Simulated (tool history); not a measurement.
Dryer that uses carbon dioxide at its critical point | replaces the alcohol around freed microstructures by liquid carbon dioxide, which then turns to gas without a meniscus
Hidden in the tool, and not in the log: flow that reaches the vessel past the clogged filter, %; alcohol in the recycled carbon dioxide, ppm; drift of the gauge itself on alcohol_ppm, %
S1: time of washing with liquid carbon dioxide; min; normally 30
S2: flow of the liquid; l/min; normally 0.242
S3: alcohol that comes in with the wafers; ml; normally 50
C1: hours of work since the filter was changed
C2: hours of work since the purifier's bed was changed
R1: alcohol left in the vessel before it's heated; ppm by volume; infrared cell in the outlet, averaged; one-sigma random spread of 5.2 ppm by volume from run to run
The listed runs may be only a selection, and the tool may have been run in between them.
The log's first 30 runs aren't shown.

run 31 hour=526.1 | S1=25 S2=0.176 S3=100 | C1=397 C2=741 | R1=3205
run 32 hour=551.5 | S1=25 S2=0.176 S3=100 | C1=415 C2=758 | R1=3235
run 33 hour=576.7 | S1=25 S2=0.176 S3=100 | C1=432 C2=776 | R1=3360
run 34 hour=596 | S1=25 S2=0.176 S3=100 | C1=446 C2=790 | R1=3394
run 35 hour=611.5 | S1=25 S2=0.176 S3=100 | C1=457 C2=801 | R1=3438
run 36 hour=622.4 | S1=25 S2=0.176 S3=100 | C1=465 C2=808 | R1=3422
run 37 hour=648.1 | S1=25 S2=0.176 S3=100 | C1=483 C2=827 | R1=3531
-- hour=662.3 inlet filter changed
run 38 hour=665.5 | S1=40 S2=0.207 S3=50 | C1=2 C2=838 | R1=157
run 39 hour=687 | S1=40 S2=0.207 S3=50 | C1=17 C2=853 | R1=166
run 40 hour=698.2 | S1=40 S2=0.207 S3=73 | C1=25 C2=861 | R1=184
run 41 hour=712.5 | S1=40 S2=0.207 S3=73 | C1=35 C2=871 | R1=186

What will run 42 give?
run 42 hour=736.1 | S1=40 S2=0.207 S3=73 | C1=52 C2=888 | R1=?

{"run 42": {"R1": 187}}
With the hidden condition absent and the run-to-run variation left alone, this run would have shown R1 43 ppm by volume.
